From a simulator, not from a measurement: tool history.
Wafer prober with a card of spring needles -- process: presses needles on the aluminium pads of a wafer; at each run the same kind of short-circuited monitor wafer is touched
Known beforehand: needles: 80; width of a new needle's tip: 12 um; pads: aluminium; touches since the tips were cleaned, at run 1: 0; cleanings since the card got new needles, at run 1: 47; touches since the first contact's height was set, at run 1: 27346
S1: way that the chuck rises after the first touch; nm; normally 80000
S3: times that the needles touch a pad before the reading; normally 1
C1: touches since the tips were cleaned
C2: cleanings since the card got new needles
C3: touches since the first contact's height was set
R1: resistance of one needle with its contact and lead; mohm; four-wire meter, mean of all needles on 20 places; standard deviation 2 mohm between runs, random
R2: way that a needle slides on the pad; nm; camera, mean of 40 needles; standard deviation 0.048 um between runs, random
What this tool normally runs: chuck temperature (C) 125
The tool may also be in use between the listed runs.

{"run": 1, "hour": 0.0, "S1": 80000, "chuck temperature (C)": 125, "S3": 1, "C1": 0, "C2": 47, "C3": 27346, "R1": 223, "R2": 18390}
{"hour": 9.3, "done": "tips cleaned on abrasive film"}
{"hour": 16.7, "done": "tips cleaned on abrasive film"}
{"hour": 26.0, "done": "tips cleaned on abrasive film"}
{"hour": 33.4, "done": "tips cleaned on abrasive film"}
{"hour": 40.8, "done": "tips cleaned on abrasive film"}
{"hour": 48.3, "done": "tips cleaned on abrasive film"}
{"run": 2, "hour": 53.7, "S1": 80000, "chuck temperature (C)": 125, "S3": 1, "C1": 2350, "C2": 53, "C3": 50325, "R1": 244, "R2": 18160}
{"hour": 57.5, "done": "tips cleaned on abrasive film"}
{"hour": 64.9, "done": "tips cleaned on abrasive film"}
{"hour": 74.2, "done": "tips cleaned on abrasive film"}
{"hour": 83.4, "done": "tips cleaned on abrasive film"}
{"run": 3, "hour": 85.3, "S1": 80000, "chuck temperature (C)": 102, "S3": 1, "C1": 802, "C2": 57, "C3": 63823, "R1": 230, "R2": 18020}
{"hour": 89.2, "done": "height of the first contact set anew"}
{"hour": 92.9, "done": "tips cleaned on abrasive film"}
{"hour": 100.4, "done": "tips cleaned on abrasive film"}
{"hour": 107.8, "done": "tips cleaned on abrasive film"}
{"hour": 115.2, "done": "tips cleaned on abrasive film"}
{"hour": 124.5, "done": "tips cleaned on abrasive film"}
{"hour": 131.9, "done": "tips cleaned on abrasive film"}
{"hour": 139.4, "done": "tips cleaned on abrasive film"}
{"run": 4, "hour": 140.2, "S1": 80000, "chuck temperature (C)": 102, "S3": 1, "C1": 333, "C2": 64, "C3": 21758, "R1": 221, "R2": 18480}
{"hour": 147.6, "done": "tips cleaned on abrasive film"}
{"hour": 155.0, "done": "tips cleaned on abrasive film"}
{"hour": 162.5, "done": "tips cleaned on abrasive film"}
{"hour": 169.9, "done": "tips cleaned on abrasive film"}
{"hour": 179.2, "done": "tips cleaned on abrasive film"}
{"hour": 186.6, "done": "tips cleaned on abrasive film"}
{"run": 5, "hour": 189.9, "S1": 80000, "chuck temperature (C)": 102, "S3": 1, "C1": 1417, "C2": 70, "C3": 43012, "R1": 232, "R2": 18340}
{"hour": 195.5, "done": "tips cleaned on abrasive film"}
{"hour": 202.9, "done": "tips cleaned on abrasive film, once more"}
{"hour": 210.3, "done": "tips cleaned on abrasive film"}
{"hour": 217.8, "done": "tips cleaned on abrasive film"}
{"hour": 225.2, "done": "tips cleaned on abrasive film"}
{"hour": 234.5, "done": "tips cleaned on abrasive film"}
{"hour": 241.9, "done": "tips cleaned on abrasive film"}
{"hour": 242.2, "done": "height of the first contact set anew"}
{"run": 6, "hour": 243.3, "S1": 80000, "chuck temperature (C)": 102, "S3": 1, "C1": 495, "C2": 77, "C3": 495, "R1": 222, "R2": 18590}
{"hour": 250.8, "done": "tips cleaned on abrasive film"}
{"hour": 258.2, "done": "tips cleaned on abrasive film"}
{"hour": 265.6, "done": "tips cleaned on abrasive film"}
{"hour": 273.1, "done": "tips cleaned on abrasive film"}
{"run": 7, "hour": 279.1, "S1": 80000, "chuck temperature (C)": 102, "S3": 1, "C1": 2617, "C2": 81, "C3": 15808, "R1": 242, "R2": 18610}
{"hour": 281.1, "done": "tips cleaned on abrasive film"}
{"hour": 288.5, "done": "tips cleaned on abrasive film"}
{"hour": 297.8, "done": "tips cleaned on abrasive film"}
{"hour": 305.2, "done": "tips cleaned on abrasive film"}
{"hour": 312.6, "done": "tips cleaned on abrasive film"}
{"hour": 321.9, "done": "tips cleaned on abrasive film"}
{"run": 8, "hour": 328.3, "S1": 80000, "chuck temperature (C)": 102, "S3": 1, "C1": 2786, "C2": 87, "C3": 36848, "R1": 247, "R2": 18420}
{"hour": 330.3, "done": "tips cleaned on abrasive film"}
{"hour": 339.5, "done": "tips cleaned on abrasive film"}
{"hour": 347.0, "done": "tips cleaned on abrasive film"}
{"hour": 356.2, "done": "tips cleaned on abrasive film"}
{"hour": 363.8, "done": "tips cleaned on abrasive film"}
{"run": 9, "hour": 363.8, "S1": 80000, "chuck temperature (C)": 102, "S3": 1, "C1": 0, "C2": 92, "C3": 51965, "R1": 218, "R2": 18310}
{"hour": 371.2, "done": "tips cleaned on abrasive film"}
{"hour": 378.6, "done": "tips cleaned on abrasive film"}
{"hour": 386.1, "done": "tips cleaned on abrasive film"}
{"run": 10, "hour": 387.6, "S1": 80000, "chuck temperature (C)": 102, "S3": 1, "C1": 669, "C2": 95, "C3": 62166, "R1": 224, "R2": 18140}
{"hour": 395.1, "done": "tips cleaned on abrasive film"}
{"hour": 395.4, "done": "height of the first contact set anew"}
{"hour": 404.6, "done": "tips cleaned on abrasive film"}
{"hour": 412.1, "done": "tips cleaned on abrasive film"}
{"run": 11, "hour": 416.1, "S1": 80000, "chuck temperature (C)": 102, "S3": 1, "C1": 1764, "C2": 98, "C3": 8905, "R1": 237, "R2": 18590}
{"hour": 419.9, "done": "tips cleaned on abrasive film"}
{"hour": 427.3, "done": "tips cleaned on abrasive film"}
{"hour": 434.8, "done": "tips cleaned on abrasive film"}
{"hour": 444.0, "done": "tips cleaned on abrasive film"}
{"hour": 451.5, "done": "tips cleaned on abrasive film"}
{"hour": 458.9, "done": "tips cleaned on abrasive film"}
{"run": 12, "hour": 462.7, "S1": 80000, "chuck temperature (C)": 102, "S3": 1, "C1": 1630, "C2": 104, "C3": 28784, "R1": 240, "R2": 18470}
{"hour": 466.4, "done": "tips cleaned on abrasive film"}
{"hour": 473.9, "done": "tips cleaned on abrasive film"}
{"hour": 481.3, "done": "tips cleaned on abrasive film"}
{"hour": 488.7, "done": "tips cleaned on abrasive film"}
{"hour": 496.5, "done": "tips cleaned on abrasive film"}
{"run": 13, "hour": 496.5, "S1": 77000, "chuck temperature (C)": 39, "S3": 1, "C1": 0, "C2": 109, "C3": 43229, "R1": 207, "R2": 17730}
{"hour": 505.8, "done": "tips cleaned on abrasive film"}
{"hour": 513.2, "done": "tips cleaned on abrasive film"}
{"hour": 520.7, "done": "tips cleaned on abrasive film"}
{"hour": 528.1, "done": "tips cleaned on abrasive film"}
{"hour": 535.5, "done": "tips cleaned on abrasive film"}
{"hour": 543.0, "done": "tips cleaned on abrasive film"}
{"run": 14, "hour": 547.3, "S1": 77000, "chuck temperature (C)": 35, "S3": 1, "C1": 1872, "C2": 115, "C3": 64936, "R1": 232, "R2": 17470}
{"hour": 549.4, "done": "height of the first contact set anew"}
{"hour": 551.4, "done": "tips cleaned on abrasive film"}
{"hour": 558.8, "done": "tips cleaned on abrasive film"}
{"hour": 566.2, "done": "tips cleaned on abrasive film"}
{"hour": 573.7, "done": "tips cleaned on abrasive film"}
{"hour": 581.1, "done": "tips cleaned on abrasive film"}
{"hour": 588.5, "done": "tips cleaned on abrasive film"}
{"hour": 596.0, "done": "tips cleaned on abrasive film"}
{"run": 15, "hour": 601.6, "S1": 77000, "chuck temperature (C)": 64, "S3": 1, "C1": 2453, "C2": 122, "C3": 22290, "R1": 244, "R2": 17710}
{"hour": 603.6, "done": "tips cleaned on abrasive film"}
{"hour": 611.0, "done": "tips cleaned on abrasive film"}
{"hour": 620.3, "done": "tips cleaned on abrasive film"}
{"hour": 627.7, "done": "tips cleaned on abrasive film"}
{"hour": 635.1, "done": "tips cleaned on abrasive film"}
{"run": 16, "hour": 635.1, "S1": 77000, "chuck temperature (C)": 64, "S3": 1, "C1": 8, "C2": 127, "C3": 36580, "R1": 217, "R2": 17640}
{"hour": 642.6, "done": "tips cleaned on abrasive film"}
{"hour": 650.1, "done": "tips cleaned on abrasive film"}
{"hour": 657.5, "done": "tips cleaned on abrasive film"}
{"hour": 664.9, "done": "tips cleaned on abrasive film"}
{"run": 17, "hour": 665.9, "S1": 77000, "chuck temperature (C)": 64, "S3": 1, "C1": 403, "C2": 131, "C3": 49703, "R1": 220, "R2": 17520}
{"hour": 673.3, "done": "tips cleaned on abrasive film"}
{"hour": 680.7, "done": "tips cleaned on abrasive film"}
{"hour": 688.2, "done": "tips cleaned on abrasive film"}
{"hour": 695.6, "done": "tips cleaned on abrasive film"}
{"hour": 703.0, "done": "tips cleaned on abrasive film"}
{"hour": 703.3, "done": "height of the first contact set anew"}
{"hour": 710.8, "done": "tips cleaned on abrasive film"}
{"run": 18, "hour": 717.7, "S1": 77000, "chuck temperature (C)": 64, "S3": 1, "C1": 2985, "C2": 137, "C3": 6159, "R1": 249, "R2": 17960}
{"hour": 719.6, "done": "tips cleaned on abrasive film"}
{"hour": 728.9, "done": "tips cleaned on abrasive film"}
{"hour": 736.3, "done": "tips cleaned on abrasive film"}
{"hour": 743.7, "done": "tips cleaned on abrasive film"}
{"hour": 751.2, "done": "tips cleaned on abrasive film"}
{"hour": 758.6, "done": "tips cleaned on abrasive film"}
{"hour": 766.0, "done": "tips cleaned on abrasive film"}
{"run": 19, "hour": 771.4, "S1": 77000, "chuck temperature (C)": 64, "S3": 1, "C1": 2330, "C2": 144, "C3": 29120, "R1": 246, "R2": 17800}
{"hour": 775.2, "done": "tips cleaned on abrasive film"}
{"hour": 784.5, "done": "tips cleaned on abrasive film"}
{"hour": 791.9, "done": "tips cleaned on abrasive film"}
{"run": 20, "hour": 794.9, "S1": 77000, "chuck temperature (C)": 64, "S3": 1, "C1": 1307, "C2": 147, "C3": 39156, "R1": 231, "R2": 17680}
{"hour": 800.5, "done": "tips cleaned on abrasive film"}
{"hour": 807.9, "done": "tips cleaned on abrasive film"}
{"hour": 815.4, "done": "tips cleaned on abrasive film"}
{"hour": 824.6, "done": "tips cleaned on abrasive film"}
{"hour": 832.1, "done": "tips cleaned on abrasive film"}
{"hour": 839.5, "done": "tips cleaned on abrasive film"}
{"run": 21, "hour": 844.8, "S1": 77000, "chuck temperature (C)": 64, "S3": 1, "C1": 2286, "C2": 153, "C3": 60486, "R1": 243, "R2": 17560}
{"hour": 848.6, "done": "tips cleaned on abrasive film"}
{"hour": 856.2, "done": "height of the first contact set anew"}
{"hour": 858.1, "done": "tips cleaned on abrasive film"}
{"hour": 865.6, "done": "tips cleaned on abrasive film"}
{"run": 22, "hour": 872.4, "S1": 77000, "chuck temperature (C)": 64, "S3": 1, "C1": 2971, "C2": 156, "C3": 6939, "R1": 252, "R2": 18020}
{"hour": 874.4, "done": "tips cleaned on abrasive film"}
{"hour": 881.8, "done": "tips cleaned on abrasive film"}
{"hour": 889.2, "done": "tips cleaned on abrasive film"}
{"hour": 896.7, "done": "tips cleaned on abrasive film"}
{"hour": 904.1, "done": "tips cleaned on abrasive film"}
{"run": 23, "hour": 905.8, "S1": 73000, "chuck temperature (C)": 92, "S3": 2, "C1": 751, "C2": 161, "C3": 21180, "R1": 225, "R2": 16880}
{"hour": 913.3, "done": "tips cleaned on abrasive film"}
{"hour": 920.7, "done": "tips cleaned on abrasive film"}
{"hour": 928.1, "done": "tips cleaned on abrasive film"}
{"hour": 937.4, "done": "tips cleaned on abrasive film"}
{"hour": 944.8, "done": "tips cleaned on abrasive film"}
{"run": 24, "hour": 945.7, "S1": 73000, "chuck temperature (C)": 92, "S3": 2, "C1": 384, "C2": 166, "C3": 38228, "R1": 225, "R2": 16690}

Forecast each of these 3 alternatives for the next run:
{"hour": 953.1, "done": "tips cleaned on abrasive film"}
{"hour": 960.6, "done": "tips cleaned on abrasive film"}
{"hour": 969.8, "done": "tips cleaned on abrasive film"}
{"hour": 977.3, "done": "tips cleaned on abrasive film"}
{"run": "A", "hour": 977.7, "S1": 67000, "chuck temperature (C)": 29, "S3": 3, "C1": 169, "C2": 170, "C3": 51887, "R1": "?", "R2": "?"}
{"hour": 953.1, "done": "tips cleaned on abrasive film"}
{"hour": 960.6, "done": "tips cleaned on abrasive film"}
{"hour": 969.8, "done": "tips cleaned on abrasive film"}
{"hour": 977.3, "done": "tips cleaned on abrasive film"}
{"run": "B", "hour": 977.7, "S1": 80000, "chuck temperature (C)": 125, "S3": 1, "C1": 169, "C2": 170, "C3": 51887, "R1": "?", "R2": "?"}
{"hour": 953.1, "done": "tips cleaned on abrasive film"}
{"hour": 960.6, "done": "tips cleaned on abrasive film"}
{"hour": 969.8, "done": "tips cleaned on abrasive film"}
{"hour": 977.3, "done": "tips cleaned on abrasive film"}
{"run": "C", "hour": 977.7, "S1": 61000, "chuck temperature (C)": 92, "S3": 2, "C1": 169, "C2": 170, "C3": 51887, "R1": "?", "R2": "?"}

run=A R1=209 R2=15140
run=B R1=229 R2=18220
run=C R1=230 R2=13830
Without the tool's unlogged condition, the same runs would have read:
run=A R1=201 R2=15600
run=B R1=221 R2=18680
run=C R1=217 R2=14290
